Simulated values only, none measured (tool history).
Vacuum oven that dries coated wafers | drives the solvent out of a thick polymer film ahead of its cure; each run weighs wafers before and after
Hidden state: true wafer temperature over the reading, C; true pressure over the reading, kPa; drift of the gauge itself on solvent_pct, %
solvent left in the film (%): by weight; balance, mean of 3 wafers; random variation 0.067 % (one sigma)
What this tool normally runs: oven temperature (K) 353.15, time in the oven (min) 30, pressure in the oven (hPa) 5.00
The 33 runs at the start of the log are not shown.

run    hour  oven temperature (K)  time in the oven (min)  pressure in the oven (hPa)  hours of work since the thermocouples were calibrated  hours of work since the vacuum gauge was cleaned of residue  solvent left in the film (%)
 34  1130.9                363.15                      47                        6.69                                                    538                                                         1374                          0.60
 35  1173.8                345.15                      33                        6.69                                                    565                                                         1401                          6.40
 36  1219.4                359.15                      39                        4.70                                                    594                                                         1430                          1.32
 37  1261.8                362.15                      25                        6.08                                                    621                                                         1457                          2.58
 38  1298.4                351.15                      30                        5.00                                                    644                                                         1480                          4.83
 39  1341.0                351.15                      30                        5.00                                                    671                                                         1507                          4.79
 40  1362.1                351.15                      30                        5.00                                                    685                                                         1520                          4.72
 41  1412.7                353.15                      25                        5.00                                                    717                                                         1553                          5.25
 42  1459.9                353.15                      25                        5.00                                                    747                                                         1583                          5.34
 43  1491.2                360.15                      30                        5.00                                                    767                                                         1602                          2.15
 44  1517.5                367.15                      41                        3.96                                                    783                                                         1619                          0.33
 45  1553.2                363.15                      25                        3.33                                                    806                                                         1642                          2.21
 46  1576.0                363.15                      25                        3.33                                                    821                                                         1656                          2.16
 47  1621.7                363.15                      25                        3.33                                                    850                                                         1685                          2.18

Branching from run 47: 3 alternative next runs. What would each branch give?
  A  1659.2                363.15                      36                       12.42                                                    874                                                         1709                             ?
  B  1659.2                351.15                      28                        3.33                                                    874                                                         1709                             ?
  C  1659.2                349.15                      31                        6.14                                                    874                                                         1709                             ?

run  solvent left in the film (%)
  A                          1.05
  B                          5.13
  C                          5.06
With no hidden state in the tool, these same runs would have given:
run  solvent left in the film (%)
  A                          1.26
  B                          5.77
  C                          5.70

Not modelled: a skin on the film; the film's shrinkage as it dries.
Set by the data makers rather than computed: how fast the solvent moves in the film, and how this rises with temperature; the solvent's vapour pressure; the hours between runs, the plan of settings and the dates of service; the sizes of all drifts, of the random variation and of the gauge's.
